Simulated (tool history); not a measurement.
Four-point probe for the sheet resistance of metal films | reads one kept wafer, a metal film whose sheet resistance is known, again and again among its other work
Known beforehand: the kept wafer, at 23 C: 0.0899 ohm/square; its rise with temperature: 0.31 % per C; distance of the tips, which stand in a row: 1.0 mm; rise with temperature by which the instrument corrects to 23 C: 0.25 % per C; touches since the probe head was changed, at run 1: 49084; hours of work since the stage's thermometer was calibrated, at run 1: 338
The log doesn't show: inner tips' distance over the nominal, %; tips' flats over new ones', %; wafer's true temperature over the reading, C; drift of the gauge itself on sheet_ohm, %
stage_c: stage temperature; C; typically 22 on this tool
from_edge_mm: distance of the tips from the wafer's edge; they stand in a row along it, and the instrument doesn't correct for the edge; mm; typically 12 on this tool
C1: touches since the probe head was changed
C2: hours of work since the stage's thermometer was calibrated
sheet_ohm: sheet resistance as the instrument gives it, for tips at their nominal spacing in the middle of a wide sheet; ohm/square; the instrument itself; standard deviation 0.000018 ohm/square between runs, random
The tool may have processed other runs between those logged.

{"run": 1, "hour": 0.0, "stage_c": 22, "from_edge_mm": 12, "C1": 49084, "C2": 338, "sheet_ohm": 0.089962}
{"run": 2, "hour": 25.3, "stage_c": 22, "from_edge_mm": 12, "C1": 50285, "C2": 357, "sheet_ohm": 0.089941}
{"run": 3, "hour": 48.5, "stage_c": 22, "from_edge_mm": 8, "C1": 51391, "C2": 375, "sheet_ohm": 0.090365}
{"run": 4, "hour": 70.6, "stage_c": 22, "from_edge_mm": 12, "C1": 52438, "C2": 392, "sheet_ohm": 0.08993}
{"run": 5, "hour": 89.4, "stage_c": 22, "from_edge_mm": 12, "C1": 53332, "C2": 407, "sheet_ohm": 0.089901}
{"run": 6, "hour": 111.1, "stage_c": 22, "from_edge_mm": 12, "C1": 54364, "C2": 423, "sheet_ohm": 0.089879}
{"run": 7, "hour": 125.2, "stage_c": 22, "from_edge_mm": 12, "C1": 55031, "C2": 434, "sheet_ohm": 0.089916}
{"run": 8, "hour": 152.4, "stage_c": 22, "from_edge_mm": 12, "C1": 56325, "C2": 455, "sheet_ohm": 0.089905}
{"run": 9, "hour": 177.0, "stage_c": 22, "from_edge_mm": 12, "C1": 57494, "C2": 474, "sheet_ohm": 0.089867}
{"run": 10, "hour": 203.3, "stage_c": 22, "from_edge_mm": 12, "C1": 58745, "C2": 494, "sheet_ohm": 0.089839}
{"run": 11, "hour": 216.6, "stage_c": 22, "from_edge_mm": 12, "C1": 59376, "C2": 505, "sheet_ohm": 0.089878}
{"run": 12, "hour": 241.5, "stage_c": 22, "from_edge_mm": 12, "C1": 60557, "C2": 524, "sheet_ohm": 0.089842}
{"run": 13, "hour": 256.3, "stage_c": 22, "from_edge_mm": 12, "C1": 61261, "C2": 535, "sheet_ohm": 0.089842}
{"run": 14, "hour": 271.0, "stage_c": 22, "from_edge_mm": 12, "C1": 61959, "C2": 547, "sheet_ohm": 0.089835}
{"run": 15, "hour": 291.2, "stage_c": 22, "from_edge_mm": 12, "C1": 62919, "C2": 562, "sheet_ohm": 0.089805}
{"run": 16, "hour": 308.4, "stage_c": 22, "from_edge_mm": 12, "C1": 63735, "C2": 575, "sheet_ohm": 0.089828}
{"run": 17, "hour": 326.0, "stage_c": 23, "from_edge_mm": 12, "C1": 64573, "C2": 589, "sheet_ohm": 0.089829}
{"run": 18, "hour": 349.4, "stage_c": 23, "from_edge_mm": 12, "C1": 65684, "C2": 607, "sheet_ohm": 0.089843}
{"run": 19, "hour": 369.6, "stage_c": 30, "from_edge_mm": 12, "C1": 66644, "C2": 623, "sheet_ohm": 0.090169}
{"run": 20, "hour": 384.9, "stage_c": 30, "from_edge_mm": 12, "C1": 67371, "C2": 634, "sheet_ohm": 0.090188}
{"run": 21, "hour": 409.8, "stage_c": 30, "from_edge_mm": 12, "C1": 68555, "C2": 653, "sheet_ohm": 0.09016}
{"run": 22, "hour": 439.1, "stage_c": 23, "from_edge_mm": 12, "C1": 69949, "C2": 676, "sheet_ohm": 0.089783}
{"run": 23, "hour": 460.4, "stage_c": 33, "from_edge_mm": 12, "C1": 70958, "C2": 692, "sheet_ohm": 0.090323}
{"run": 24, "hour": 486.8, "stage_c": 33, "from_edge_mm": 12, "C1": 72214, "C2": 713, "sheet_ohm": 0.09029}
{"run": 25, "hour": 500.3, "stage_c": 22, "from_edge_mm": 7, "C1": 72856, "C2": 723, "sheet_ohm": 0.090361}
{"run": 26, "hour": 524.2, "stage_c": 34, "from_edge_mm": 32, "C1": 73992, "C2": 742, "sheet_ohm": 0.09007}
{"run": 27, "hour": 540.2, "stage_c": 27, "from_edge_mm": 69, "C1": 74752, "C2": 754, "sheet_ohm": 0.089635}
{"run": 28, "hour": 552.6, "stage_c": 27, "from_edge_mm": 7, "C1": 75339, "C2": 763, "sheet_ohm": 0.090596}
{"run": 29, "hour": 575.5, "stage_c": 27, "from_edge_mm": 7, "C1": 76429, "C2": 781, "sheet_ohm": 0.090597}
{"run": 30, "hour": 597.9, "stage_c": 27, "from_edge_mm": 7, "C1": 77492, "C2": 798, "sheet_ohm": 0.090576}
{"run": 31, "hour": 621.9, "stage_c": 19, "from_edge_mm": 48, "C1": 78631, "C2": 817, "sheet_ohm": 0.089206}
{"hour": 624.8, "done": "stage's thermometer calibrated"}
{"run": 32, "hour": 648.1, "stage_c": 19, "from_edge_mm": 67, "C1": 79851, "C2": 18, "sheet_ohm": 0.089134}
{"run": 33, "hour": 667.2, "stage_c": 19, "from_edge_mm": 67, "C1": 80760, "C2": 33, "sheet_ohm": 0.089129}
{"run": 34, "hour": 691.5, "stage_c": 21, "from_edge_mm": 3, "C1": 81917, "C2": 51, "sheet_ohm": 0.094243}
{"run": 35, "hour": 705.0, "stage_c": 21, "from_edge_mm": 3, "C1": 82556, "C2": 62, "sheet_ohm": 0.094233}
{"run": 36, "hour": 734.3, "stage_c": 22, "from_edge_mm": 16, "C1": 83950, "C2": 84, "sheet_ohm": 0.089463}
{"run": 37, "hour": 762.6, "stage_c": 22, "from_edge_mm": 16, "C1": 85292, "C2": 106, "sheet_ohm": 0.089446}
{"run": 38, "hour": 785.8, "stage_c": 22, "from_edge_mm": 16, "C1": 86398, "C2": 124, "sheet_ohm": 0.089438}
{"hour": 800.4, "done": "stage's thermometer calibrated, once more"}
{"run": 39, "hour": 800.4, "stage_c": 18, "from_edge_mm": 12, "C1": 87068, "C2": 0, "sheet_ohm": 0.089324}
{"run": 40, "hour": 812.8, "stage_c": 32, "from_edge_mm": 12, "C1": 87657, "C2": 10, "sheet_ohm": 0.090077}
{"run": 41, "hour": 840.3, "stage_c": 22, "from_edge_mm": 37, "C1": 88963, "C2": 31, "sheet_ohm": 0.0892}
{"run": 42, "hour": 866.4, "stage_c": 24, "from_edge_mm": 4, "C1": 90200, "C2": 51, "sheet_ohm": 0.092185}
{"run": 43, "hour": 890.2, "stage_c": 31, "from_edge_mm": 11, "C1": 91332, "C2": 69, "sheet_ohm": 0.090076}
{"run": 44, "hour": 918.7, "stage_c": 31, "from_edge_mm": 11, "C1": 92686, "C2": 91, "sheet_ohm": 0.090006}
{"run": 45, "hour": 935.7, "stage_c": 34, "from_edge_mm": 53, "C1": 93492, "C2": 104, "sheet_ohm": 0.089781}

Hidden condition of the tool, last listed run before each entry between runs versus first listed run after:
Between runs 31 and 32: stage's thermometer calibrated (hour 624.8)
  inner tips' distance over the nominal, %: -0.54 -> -0.553; tips' flats over new ones', %: 62 -> 63
  the result without the hidden state subtracted from the measured one, sheet_ohm: -0.000530 -> -0.000543 ohm/square
Between runs 38 and 39: stage's thermometer calibrated, once more (hour 800.4)
  inner tips' distance over the nominal, %: -0.628 -> -0.636; wafer's true temperature over the reading, C: -0.01 -> -0.04
  the result without the hidden state subtracted from the measured one, sheet_ohm: -0.000614 -> -0.000629 ohm/square

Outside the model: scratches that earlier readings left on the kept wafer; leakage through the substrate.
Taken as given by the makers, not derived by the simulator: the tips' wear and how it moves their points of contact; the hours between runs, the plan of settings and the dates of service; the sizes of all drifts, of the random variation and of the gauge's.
